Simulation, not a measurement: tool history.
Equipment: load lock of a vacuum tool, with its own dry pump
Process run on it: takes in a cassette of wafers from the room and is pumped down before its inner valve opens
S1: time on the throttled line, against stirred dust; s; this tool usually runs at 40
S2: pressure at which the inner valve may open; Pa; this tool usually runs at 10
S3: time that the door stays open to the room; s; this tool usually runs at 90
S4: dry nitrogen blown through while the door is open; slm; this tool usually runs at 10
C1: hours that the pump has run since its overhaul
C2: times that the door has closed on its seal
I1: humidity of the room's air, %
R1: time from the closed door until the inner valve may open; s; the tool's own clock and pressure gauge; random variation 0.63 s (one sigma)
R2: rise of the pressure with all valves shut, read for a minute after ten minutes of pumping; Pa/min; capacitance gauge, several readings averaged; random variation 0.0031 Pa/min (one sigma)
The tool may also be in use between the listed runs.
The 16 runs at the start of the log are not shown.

run 17 hour=1126.2 | S1=29 S2=10 S3=90 S4=10 | C1=8193 C2=2786 | I1=44.2 | R1=84.7 R2=0.066
run 18 hour=1191.5 | S1=29 S2=10 S3=90 S4=10 | C1=8258 C2=2928 | I1=45.3 | R1=84.8 R2=0.069
run 19 hour=1236 | S1=54 S2=7 S3=123 S4=4 | C1=8303 C2=3024 | I1=43.3 | R1=106.2 R2=0.107
run 20 hour=1283.8 | S1=54 S2=7 S3=123 S4=4 | C1=8351 C2=3128 | I1=44.7 | R1=106.8 R2=0.105
run 21 hour=1361.4 | S1=54 S2=7 S3=123 S4=4 | C1=8428 C2=3297 | I1=43.4 | R1=104.5 R2=0.101
run 22 hour=1443 | S1=54 S2=12 S3=123 S4=37 | C1=8510 C2=3474 | I1=46.7 | R1=100.4 R2=0.043
run 23 hour=1514.7 | S1=54 S2=12 S3=123 S4=37 | C1=8581 C2=3630 | I1=44.4 | R1=101.1 R2=0.043
run 24 hour=1598.3 | S1=54 S2=12 S3=123 S4=37 | C1=8665 C2=3811 | I1=42.9 | R1=101.4 R2=0.037
run 25 hour=1653.9 | S1=54 S2=12 S3=123 S4=37 | C1=8721 C2=3932 | I1=46.8 | R1=101.4 R2=0.04
run 26 hour=1718.2 | S1=43 S2=12 S3=123 S4=37 | C1=8785 C2=4072 | I1=39.4 | R1=92.7 R2=0.04
run 27 hour=1781.4 | S1=48 S2=10 S3=65 S4=10 | C1=8848 C2=4209 | I1=46.6 | R1=97.7 R2=0.059
run 28 hour=1858.6 | S1=48 S2=10 S3=65 S4=10 | C1=8925 C2=4377 | I1=45.4 | R1=98.6 R2=0.057
run 29 hour=1908.6 | S1=48 S2=10 S3=81 S4=10 | C1=8975 C2=4485 | I1=46 | R1=97.4 R2=0.065
run 30 hour=1998.7 | S1=57 S2=11 S3=101 S4=20 | C1=9065 C2=4681 | I1=44.8 | R1=104.2 R2=0.048
run 31 hour=2060.4 | S1=40 S2=10 S3=107 S4=10 | C1=9127 C2=4815 | I1=44.9 | R1=93.5 R2=0.077
run 32 hour=2156.8 | S1=24 S2=10 S3=90 S4=6 | C1=9224 C2=5024 | I1=42.2 | R1=82.5 R2=0.071
run 33 hour=2254.6 | S1=24 S2=10 S3=37 S4=8 | C1=9321 C2=5237 | I1=44.7 | R1=80.5 R2=0.045
run 34 hour=2310.8 | S1=24 S2=10 S3=37 S4=8 | C1=9378 C2=5359 | I1=43.4 | R1=81.4 R2=0.036
run 35 hour=2399.9 | S1=24 S2=10 S3=37 S4=8 | C1=9467 C2=5552 | I1=46.6 | R1=81.8 R2=0.038
run 36 hour=2480.5 | S1=29 S2=10 S3=90 S4=10 | C1=9547 C2=5727 | I1=45 | R1=85 R2=0.07

3 ways to go on from here, each from the tool as it stands after run 36. What would each give?
run A hour=2563.8 | S1=40 S2=11 S3=90 S4=10 | C1=9631 C2=5909 | I1=47.6 | R1=? R2=?
run B hour=2563.8 | S1=80 S2=10 S3=90 S4=10 | C1=9631 C2=5909 | I1=44.5 | R1=? R2=?
run C hour=2563.8 | S1=29 S2=18 S3=90 S4=18 | C1=9631 C2=5909 | I1=44.6 | R1=? R2=?

run=A R1=92.4 R2=0.066
run=B R1=121.3 R2=0.061
run=C R1=81.3 R2=0.053
With the hidden condition removed and each run's random variation left untouched, the same runs would have given:
run=A R1=92.4 R2=0.066
run=B R1=121.3 R2=0.061
run=C R1=81.3 R2=0.053
